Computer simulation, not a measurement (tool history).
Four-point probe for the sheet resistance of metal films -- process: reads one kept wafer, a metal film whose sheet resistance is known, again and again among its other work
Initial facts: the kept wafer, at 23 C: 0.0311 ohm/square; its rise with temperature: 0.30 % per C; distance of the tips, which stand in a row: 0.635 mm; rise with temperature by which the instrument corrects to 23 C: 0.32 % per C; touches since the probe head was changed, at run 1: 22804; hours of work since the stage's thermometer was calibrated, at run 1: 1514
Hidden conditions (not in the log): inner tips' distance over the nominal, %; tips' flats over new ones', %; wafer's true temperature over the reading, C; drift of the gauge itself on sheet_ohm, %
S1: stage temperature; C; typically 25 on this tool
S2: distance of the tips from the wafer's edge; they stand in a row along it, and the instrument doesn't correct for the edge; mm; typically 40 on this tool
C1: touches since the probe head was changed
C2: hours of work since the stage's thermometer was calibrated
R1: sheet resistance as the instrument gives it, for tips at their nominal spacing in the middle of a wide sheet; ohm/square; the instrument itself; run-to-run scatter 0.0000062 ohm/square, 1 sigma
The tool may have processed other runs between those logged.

| run | day | S1 | S2 | C1 | C2 | R1 |
|---|---|---|---|---|---|---|
| 1 | 0 | 25 | 40 | 22804 | 1514 | 0.031083 |
| 2 | 2.954 | 19 | 40 | 24479 | 1569 | 0.031145 |
| 3 | 5.408 | 19 | 40 | 25871 | 1615 | 0.031136 |
| 4 | 7.471 | 35 | 40 | 27040 | 1653 | 0.031041 |
| 5 | 9.592 | 35 | 40 | 28242 | 1693 | 0.031035 |
| 6 | 11.779 | 35 | 40 | 29482 | 1734 | 0.031032 |
| 7 | 16.088 | 35 | 40 | 31923 | 1814 | 0.031032 |
| 8 | 19.35 | 35 | 40 | 33773 | 1875 | 0.031049 |
| 9 | 23.55 | 19 | 40 | 36154 | 1953 | 0.031154 |
| 10 | 27.288 | 19 | 44 | 38272 | 2022 | 0.031167 |
| 11 | 31.917 | 19 | 44 | 40895 | 2109 | 0.031167 |
| 12 | 35.838 | 25 | 40 | 43119 | 2182 | 0.031115 |
| 13 | 38.571 | 25 | 40 | 44667 | 2233 | 0.031129 |
|  | 42.55 | stage's thermometer calibrated |
| 14 | 42.625 | 31 | 40 | 46953 | 1 | 0.031053 |
| 15 | 47.204 | 25 | 40 | 49550 | 87 | 0.031088 |
| 16 | 49.933 | 25 | 40 | 51098 | 138 | 0.031104 |
| 17 | 54.025 | 19 | 40 | 53417 | 214 | 0.031147 |
| 18 | 57.804 | 25 | 11 | 55559 | 284 | 0.031157 |
| 19 | 61.979 | 25 | 11 | 57925 | 362 | 0.031166 |
| 20 | 66.392 | 25 | 11 | 60426 | 444 | 0.031162 |
| 21 | 69.254 | 20 | 40 | 62048 | 497 | 0.031145 |
| 22 | 73.408 | 20 | 40 | 64404 | 575 | 0.031165 |
| 23 | 76.938 | 21 | 20 | 66405 | 641 | 0.031158 |
| 24 | 79.946 | 19 | 15 | 68108 | 697 | 0.031199 |
| 25 | 83.179 | 19 | 15 | 69941 | 757 | 0.031195 |
| 26 | 85.854 | 19 | 49 | 71457 | 807 | 0.031178 |
| 27 | 90.358 | 19 | 49 | 74012 | 891 | 0.03119 |
| 28 | 94.508 | 19 | 49 | 76363 | 968 | 0.031188 |
| 29 | 97.9 | 24 | 72 | 78287 | 1031 | 0.031152 |
| 30 | 101.792 | 24 | 72 | 80491 | 1104 | 0.031166 |
| 31 | 104.221 | 24 | 72 | 81868 | 1149 | 0.03116 |
| 32 | 108.442 | 34 | 17 | 84261 | 1228 | 0.031123 |
| 33 | 110.946 | 34 | 17 | 85680 | 1274 | 0.031129 |
| 34 | 115.404 | 25 | 24 | 88208 | 1357 | 0.03118 |
| 35 | 118.596 | 23 | 70 | 90018 | 1417 | 0.031192 |
| 36 | 121.321 | 25 | 8 | 91561 | 1467 | 0.031291 |
| 37 | 124.958 | 30 | 37 | 93624 | 1535 | 0.031156 |
| 38 | 126.938 | 29 | 14 | 94746 | 1572 | 0.031189 |
| 39 | 129.092 | 30 | 4 | 95966 | 1612 | 0.031563 |
| 40 | 133.567 | 32 | 30 | 98503 | 1696 | 0.031146 |
| 41 | 135.696 | 30 | 40 | 99711 | 1735 | 0.031148 |
| 42 | 140.083 | 25 | 14 | 102197 | 1817 | 0.031235 |
| 43 | 142.317 | 24 | 9 | 103463 | 1859 | 0.031295 |
| 44 | 145.238 | 19 | 43 | 105120 | 1913 | 0.031245 |

How the hidden state differs across the entries between the runs, from the last listed run before each to the first after it:
After run 13, before run 14: stage's thermometer calibrated (day 42.55)
  inner tips' distance over the nominal, %: -0.021 -> -0.011; tips' flats over new ones', %: 11 -> 12; wafer's true temperature over the reading, C: 0.52 -> 0.01
  measured value less the no-hidden-state value, R1: +0.000041 -> -0.000002 ohm/square

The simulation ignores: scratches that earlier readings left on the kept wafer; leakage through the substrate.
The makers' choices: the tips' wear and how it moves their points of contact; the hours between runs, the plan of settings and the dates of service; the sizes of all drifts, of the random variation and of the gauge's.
